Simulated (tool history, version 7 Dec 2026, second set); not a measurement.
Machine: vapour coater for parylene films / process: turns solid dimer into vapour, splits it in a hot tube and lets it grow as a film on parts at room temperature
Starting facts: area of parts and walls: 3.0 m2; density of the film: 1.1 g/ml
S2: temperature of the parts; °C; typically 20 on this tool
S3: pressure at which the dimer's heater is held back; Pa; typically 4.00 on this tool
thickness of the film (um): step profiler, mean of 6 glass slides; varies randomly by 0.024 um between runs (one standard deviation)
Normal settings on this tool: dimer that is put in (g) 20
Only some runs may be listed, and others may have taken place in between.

Run 1, hour 0.0: usual settings. Result: thickness of the film (um) 3.19.
Run 2, hour 37.9: usual settings. Result: thickness of the film (um) 3.15.
Run 3, hour 77.7: usual settings. Result: thickness of the film (um) 3.16.
Run 4, hour 108.9: usual settings. Result: thickness of the film (um) 3.09.
Run 5, hour 148.9: usual settings but S3 2.54 Pa. Result: thickness of the film (um) 3.33.
Run 6, hour 192.0: usual settings but dimer that is put in (g) 27. Result: thickness of the film (um) 4.09.
Run 7, hour 213.6: usual settings. Result: thickness of the film (um) 3.01.
Run 8, hour 257.2: usual settings but S2 21 °C. Result: thickness of the film (um) 2.87.
Run 9, hour 282.0: usual settings but S2 21 °C. Result: thickness of the film (um) 2.80.
Run 10, hour 315.2: usual settings but S2 21 °C. Result: thickness of the film (um) 2.80.
At hour 339.0: trap's valve overhauled.
Run 11, hour 349.3: usual settings but S2 12 °C, S3 8.57 Pa. Result: thickness of the film (um) 4.17.
Run 12, hour 378.6: usual settings but dimer that is put in (g) 34, S2 16 °C, S3 4.73 Pa. Result: thickness of the film (um) 6.53.
Run 13, hour 406.9: usual settings but dimer that is put in (g) 14, S3 3.63 Pa. Result: thickness of the film (um) 2.33.
Run 14, hour 441.8: usual settings but dimer that is put in (g) 14, S3 3.63 Pa. Result: thickness of the film (um) 2.30.
Run 15, hour 463.4: usual settings but dimer that is put in (g) 14, S3 3.63 Pa. Result: thickness of the film (um) 2.26.
Run 16, hour 509.2: usual settings but dimer that is put in (g) 33, S3 3.63 Pa. Result: thickness of the film (um) 5.37.
Run 17, hour 541.3: usual settings but S2 14 °C, S3 11.47 Pa. Result: thickness of the film (um) 3.45.
Run 18, hour 583.2: usual settings but dimer that is put in (g) 24, S2 16 °C, S3 4.83 Pa. Result: thickness of the film (um) 4.34.
Run 19, hour 604.1: usual settings but dimer that is put in (g) 24, S2 16 °C, S3 4.83 Pa. Result: thickness of the film (um) 4.34.
Run 20, hour 629.3: usual settings but dimer that is put in (g) 24, S2 19 °C, S3 7.66 Pa. Result: thickness of the film (um) 3.47.

Forecast each of these 5 alternatives for the next run:
Run A, hour 671.1: usual settings but dimer that is put in (g) 27, S2 15 °C, S3 7.66 Pa. Result: thickness of the film (um) ?.
Run B, hour 671.1: usual settings but dimer that is put in (g) 13, S3 2.40 Pa. Result: thickness of the film (um) ?.
Run C, hour 671.1: usual settings but dimer that is put in (g) 8, S3 2.24 Pa. Result: thickness of the film (um) ?.
Run D, hour 671.1: usual settings but dimer that is put in (g) 19, S2 18 °C, S3 2.41 Pa. Result: thickness of the film (um) ?.
Run E, hour 671.1: usual settings but dimer that is put in (g) 15, S2 19 °C, S3 6.48 Pa. Result: thickness of the film (um) ?.

run  thickness of the film (um)
  A                        4.63
  B                        2.17
  C                        1.37
  D                        3.48
  E                        2.22
With the hidden condition removed and each run's random variation left untouched, the same runs would have given:
run  thickness of the film (um)
  A                        4.99
  B                        2.34
  C                        1.48
  D                        3.75
  E                        2.40

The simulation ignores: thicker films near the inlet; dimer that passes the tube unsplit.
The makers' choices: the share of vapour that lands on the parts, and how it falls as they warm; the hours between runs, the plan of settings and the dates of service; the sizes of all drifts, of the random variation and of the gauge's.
